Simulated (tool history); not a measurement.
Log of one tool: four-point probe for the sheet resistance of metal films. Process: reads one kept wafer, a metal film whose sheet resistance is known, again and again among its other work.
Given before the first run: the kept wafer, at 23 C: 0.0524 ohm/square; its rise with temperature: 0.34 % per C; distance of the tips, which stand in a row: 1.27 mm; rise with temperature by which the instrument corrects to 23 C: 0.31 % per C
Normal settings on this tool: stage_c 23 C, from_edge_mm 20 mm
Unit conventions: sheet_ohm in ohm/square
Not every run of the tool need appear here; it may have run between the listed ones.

{"run": 1, "hour": 0.0, "stage_c": 23, "from_edge_mm": 20, "sheet_ohm": 0.052158}
{"run": 2, "hour": 12.0, "stage_c": 23, "from_edge_mm": 20, "sheet_ohm": 0.052175}
{"run": 3, "hour": 29.7, "stage_c": 23, "from_edge_mm": 20, "sheet_ohm": 0.052152}
{"run": 4, "hour": 45.8, "stage_c": 23, "from_edge_mm": 20, "sheet_ohm": 0.052139}
{"run": 5, "hour": 54.7, "stage_c": 23, "from_edge_mm": 20, "sheet_ohm": 0.052167}
{"run": 6, "hour": 68.1, "stage_c": 23, "from_edge_mm": 20, "sheet_ohm": 0.052155}
{"run": 7, "hour": 80.1, "stage_c": 23, "from_edge_mm": 20, "sheet_ohm": 0.05216}
{"run": 8, "hour": 95.4, "stage_c": 23, "from_edge_mm": 20, "sheet_ohm": 0.05214}
{"run": 9, "hour": 114.8, "stage_c": 23, "from_edge_mm": 20, "sheet_ohm": 0.052136}
{"run": 10, "hour": 132.4, "stage_c": 23, "from_edge_mm": 20, "sheet_ohm": 0.052131}
{"run": 11, "hour": 152.3, "stage_c": 23, "from_edge_mm": 20, "sheet_ohm": 0.052121}
{"run": 12, "hour": 167.2, "stage_c": 22, "from_edge_mm": 20, "sheet_ohm": 0.052125}
{"run": 13, "hour": 184.2, "stage_c": 23, "from_edge_mm": 20, "sheet_ohm": 0.052128}
{"run": 14, "hour": 201.1, "stage_c": 23, "from_edge_mm": 6, "sheet_ohm": 0.053243}
{"run": 15, "hour": 221.2, "stage_c": 23, "from_edge_mm": 6, "sheet_ohm": 0.053223}
{"run": 16, "hour": 239.7, "stage_c": 30, "from_edge_mm": 3, "sheet_ohm": 0.056623}
{"run": 17, "hour": 249.8, "stage_c": 30, "from_edge_mm": 3, "sheet_ohm": 0.056622}
{"run": 18, "hour": 265.6, "stage_c": 19, "from_edge_mm": 37, "sheet_ohm": 0.051974}
{"run": 19, "hour": 280.9, "stage_c": 19, "from_edge_mm": 37, "sheet_ohm": 0.051931}
{"run": 20, "hour": 300.8, "stage_c": 19, "from_edge_mm": 37, "sheet_ohm": 0.051956}
{"run": 21, "hour": 315.4, "stage_c": 19, "from_edge_mm": 37, "sheet_ohm": 0.051963}
{"run": 22, "hour": 332.0, "stage_c": 23, "from_edge_mm": 23, "sheet_ohm": 0.05205}
{"run": 23, "hour": 352.7, "stage_c": 27, "from_edge_mm": 34, "sheet_ohm": 0.052058}
{"run": 24, "hour": 366.4, "stage_c": 30, "from_edge_mm": 11, "sheet_ohm": 0.052433}
{"run": 25, "hour": 382.2, "stage_c": 30, "from_edge_mm": 11, "sheet_ohm": 0.052414}
{"run": 26, "hour": 395.9, "stage_c": 23, "from_edge_mm": 36, "sheet_ohm": 0.05198}
{"run": 27, "hour": 413.7, "stage_c": 27, "from_edge_mm": 73, "sheet_ohm": 0.052007}
{"run": 28, "hour": 428.4, "stage_c": 27, "from_edge_mm": 73, "sheet_ohm": 0.051986}
{"run": 29, "hour": 438.5, "stage_c": 23, "from_edge_mm": 35, "sheet_ohm": 0.051959}

For some of the steps in sheet_ohm from one run to the next: how much would appear even if the tool had no hidden state, given the settings, what came in and random variation, and how much remains for the hidden state plus any gauge scatter that the measured result and the result without hidden state don't share?
What the log doesn't record here: inner tips' distance over the nominal, %; tips' flats over new ones', %; wafer's true temperature over the reading, C; drift of the gauge itself on sheet_ohm, %.
Run 15 -> 16: stage_c 23 -> 30, from_edge_mm 6 -> 3. sheet_ohm +0.0034 ohm/square: hidden state -0.00003, all else +0.00343.
Run 17 -> 18: stage_c 30 -> 19, from_edge_mm 3 -> 37. sheet_ohm -0.004648 ohm/square: hidden state +0.00003, all else -0.004678.
